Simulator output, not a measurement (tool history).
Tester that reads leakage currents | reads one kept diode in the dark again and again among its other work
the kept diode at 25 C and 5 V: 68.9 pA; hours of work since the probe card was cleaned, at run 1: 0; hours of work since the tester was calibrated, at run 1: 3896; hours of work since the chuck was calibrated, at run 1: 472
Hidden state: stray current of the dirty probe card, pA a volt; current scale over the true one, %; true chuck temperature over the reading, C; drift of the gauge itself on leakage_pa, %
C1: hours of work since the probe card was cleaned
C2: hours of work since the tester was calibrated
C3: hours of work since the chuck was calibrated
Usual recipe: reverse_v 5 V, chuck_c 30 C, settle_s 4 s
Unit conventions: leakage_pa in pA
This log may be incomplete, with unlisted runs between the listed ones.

{"run": 1, "hour": 0.0, "reverse_v": 5, "chuck_c": 30, "settle_s": 4, "C1": 0, "C2": 3896, "C3": 472, "leakage_pa": 100.77}
{"run": 2, "hour": 165.8, "reverse_v": 5, "chuck_c": 30, "settle_s": 4, "C1": 124, "C2": 4020, "C3": 596, "leakage_pa": 100.34}
{"hour": 322.6, "done": "chuck's temperature calibrated"}
{"run": 3, "hour": 351.2, "reverse_v": 5, "chuck_c": 30, "settle_s": 4, "C1": 262, "C2": 4158, "C3": 21, "leakage_pa": 100.49}
{"run": 4, "hour": 451.2, "reverse_v": 5, "chuck_c": 45, "settle_s": 4, "C1": 337, "C2": 4233, "C3": 96, "leakage_pa": 291.6}
{"run": 5, "hour": 596.5, "reverse_v": 5, "chuck_c": 55, "settle_s": 4, "C1": 446, "C2": 4342, "C3": 206, "leakage_pa": 563.39}
{"run": 6, "hour": 741.6, "reverse_v": 1.75, "chuck_c": 30, "settle_s": 4, "C1": 555, "C2": 4451, "C3": 314, "leakage_pa": 71.73}
{"run": 7, "hour": 867.6, "reverse_v": 5, "chuck_c": 30, "settle_s": 2.6, "C1": 649, "C2": 4545, "C3": 409, "leakage_pa": 100.63}
{"run": 8, "hour": 1095.5, "reverse_v": 5, "chuck_c": 30, "settle_s": 2.6, "C1": 820, "C2": 4716, "C3": 580, "leakage_pa": 100.98}
{"run": 9, "hour": 1217.1, "reverse_v": 5, "chuck_c": 30, "settle_s": 2.6, "C1": 912, "C2": 4807, "C3": 671, "leakage_pa": 101.1}
{"hour": 1285.1, "done": "chuck's temperature calibrated"}
{"run": 10, "hour": 1416.7, "reverse_v": 2.35, "chuck_c": 30, "settle_s": 4, "C1": 1060, "C2": 4956, "C3": 99, "leakage_pa": 78.81}
{"run": 11, "hour": 1601.7, "reverse_v": 2.35, "chuck_c": 30, "settle_s": 4, "C1": 1199, "C2": 5095, "C3": 238, "leakage_pa": 78.78}
{"run": 12, "hour": 1822.0, "reverse_v": 2.35, "chuck_c": 30, "settle_s": 4, "C1": 1364, "C2": 5260, "C3": 403, "leakage_pa": 78.99}
{"run": 13, "hour": 1988.7, "reverse_v": 2.35, "chuck_c": 30, "settle_s": 4, "C1": 1489, "C2": 5385, "C3": 528, "leakage_pa": 79.26}
{"run": 14, "hour": 2116.1, "reverse_v": 2.35, "chuck_c": 30, "settle_s": 4, "C1": 1584, "C2": 5480, "C3": 623, "leakage_pa": 79.51}
{"hour": 2238.5, "done": "chuck's temperature calibrated"}
{"run": 15, "hour": 2313.8, "reverse_v": 5, "chuck_c": 30, "settle_s": 0.77, "C1": 1731, "C2": 5627, "C3": 56, "leakage_pa": 102.26}
{"hour": 2349.4, "done": "tester calibrated"}
{"run": 16, "hour": 2527.1, "reverse_v": 5, "chuck_c": 30, "settle_s": 9.72, "C1": 1890, "C2": 133, "C3": 215, "leakage_pa": 100.34}
{"run": 17, "hour": 2737.6, "reverse_v": 5, "chuck_c": 30, "settle_s": 9.72, "C1": 2048, "C2": 291, "C3": 373, "leakage_pa": 101.03}
{"run": 18, "hour": 2851.6, "reverse_v": 5, "chuck_c": 30, "settle_s": 9.72, "C1": 2133, "C2": 377, "C3": 458, "leakage_pa": 100.6}
{"run": 19, "hour": 3049.8, "reverse_v": 5, "chuck_c": 30, "settle_s": 9.72, "C1": 2282, "C2": 525, "C3": 607, "leakage_pa": 101.57}
{"hour": 3071.5, "done": "probe card cleaned and baked"}
{"hour": 3193.3, "done": "chuck's temperature calibrated"}
{"run": 20, "hour": 3281.3, "reverse_v": 1.27, "chuck_c": 48, "settle_s": 1.23, "C1": 156, "C2": 695, "C3": 66, "leakage_pa": 229.31}
{"run": 21, "hour": 3487.5, "reverse_v": 1.47, "chuck_c": 30, "settle_s": 4, "C1": 311, "C2": 850, "C3": 221, "leakage_pa": 67.6}
{"run": 22, "hour": 3698.4, "reverse_v": 2.48, "chuck_c": 49, "settle_s": 3.93, "C1": 469, "C2": 1008, "C3": 379, "leakage_pa": 303.49}
{"run": 23, "hour": 3908.7, "reverse_v": 3.72, "chuck_c": 38, "settle_s": 1.75, "C1": 627, "C2": 1166, "C3": 537, "leakage_pa": 163.64}
{"run": 24, "hour": 4104.4, "reverse_v": 1.03, "chuck_c": 42, "settle_s": 9.83, "C1": 773, "C2": 1313, "C3": 683, "leakage_pa": 143.01}
{"hour": 4142.0, "done": "chuck's temperature calibrated"}
{"run": 25, "hour": 4227.1, "reverse_v": 1.03, "chuck_c": 42, "settle_s": 9.83, "C1": 864, "C2": 1403, "C3": 64, "leakage_pa": 142.35}
{"run": 26, "hour": 4349.0, "reverse_v": 5, "chuck_c": 34, "settle_s": 0.48, "C1": 955, "C2": 1495, "C3": 155, "leakage_pa": 137.28}
{"run": 27, "hour": 4564.4, "reverse_v": 3.2, "chuck_c": 37, "settle_s": 0.94, "C1": 1117, "C2": 1656, "C3": 317, "leakage_pa": 146.1}
{"run": 28, "hour": 4705.4, "reverse_v": 1.04, "chuck_c": 30, "settle_s": 1.42, "C1": 1223, "C2": 1762, "C3": 423, "leakage_pa": 60.84}
{"run": 29, "hour": 4948.2, "reverse_v": 1.04, "chuck_c": 30, "settle_s": 1.42, "C1": 1405, "C2": 1944, "C3": 605, "leakage_pa": 60.78}
{"hour": 5096.1, "done": "chuck's temperature calibrated"}
{"run": 30, "hour": 5113.5, "reverse_v": 1.04, "chuck_c": 30, "settle_s": 1.42, "C1": 1527, "C2": 2067, "C3": 13, "leakage_pa": 60.96}
{"run": 31, "hour": 5286.8, "reverse_v": 15.76, "chuck_c": 51, "settle_s": 1.42, "C1": 1657, "C2": 2197, "C3": 143, "leakage_pa": 631.87}
{"run": 32, "hour": 5385.0, "reverse_v": 1.01, "chuck_c": 56, "settle_s": 1.42, "C1": 1731, "C2": 2270, "C3": 217, "leakage_pa": 355.1}
{"run": 33, "hour": 5563.1, "reverse_v": 1.01, "chuck_c": 56, "settle_s": 1.42, "C1": 1865, "C2": 2404, "C3": 350, "leakage_pa": 357.59}
{"run": 34, "hour": 5685.7, "reverse_v": 17.87, "chuck_c": 56, "settle_s": 7.65, "C1": 1957, "C2": 2496, "C3": 442, "leakage_pa": 898.42}
{"run": 35, "hour": 5807.5, "reverse_v": 17.87, "chuck_c": 56, "settle_s": 7.65, "C1": 2048, "C2": 2587, "C3": 534, "leakage_pa": 900.38}
{"run": 36, "hour": 6016.6, "reverse_v": 7.62, "chuck_c": 30, "settle_s": 1.54, "C1": 2205, "C2": 2744, "C3": 691, "leakage_pa": 117.25}
{"hour": 6046.9, "done": "chuck's temperature calibrated"}
{"hour": 6138.6, "done": "probe card cleaned and baked"}
{"run": 37, "hour": 6171.4, "reverse_v": 9.97, "chuck_c": 25, "settle_s": 1.54, "C1": 25, "C2": 2857, "C3": 91, "leakage_pa": 87.31}
{"run": 38, "hour": 6354.9, "reverse_v": 2.43, "chuck_c": 25, "settle_s": 8.55, "C1": 162, "C2": 2994, "C3": 229, "leakage_pa": 54.79}

Below are 5 alternative next runs, each starting from the tool's condition after run 38. Predict each:
{"run": "A", "hour": 6544.7, "reverse_v": 12.27, "chuck_c": 25, "settle_s": 3.68, "C1": 305, "C2": 3137, "C3": 371, "leakage_pa": "?"}
{"run": "B", "hour": 6544.7, "reverse_v": 3.28, "chuck_c": 31, "settle_s": 3.18, "C1": 305, "C2": 3137, "C3": 371, "leakage_pa": "?"}
{"run": "C", "hour": 6544.7, "reverse_v": 9.4, "chuck_c": 21, "settle_s": 0.74, "C1": 305, "C2": 3137, "C3": 371, "leakage_pa": "?"}
{"run": "D", "hour": 6544.7, "reverse_v": 1.21, "chuck_c": 36, "settle_s": 0.44, "C1": 305, "C2": 3137, "C3": 371, "leakage_pa": "?"}
{"run": "E", "hour": 6544.7, "reverse_v": 5.02, "chuck_c": 30, "settle_s": 4, "C1": 305, "C2": 3137, "C3": 371, "leakage_pa": "?"}

run=A leakage_pa=93.41
run=B leakage_pa=94.95
run=C leakage_pa=65.4
run=D leakage_pa=99.03
run=E leakage_pa=101.09
Take away the tool's hidden state, keep each run's random variation, and the runs would have read:
run=A leakage_pa=93.34
run=B leakage_pa=94.89
run=C leakage_pa=65.34
run=D leakage_pa=98.98
run=E leakage_pa=101.03
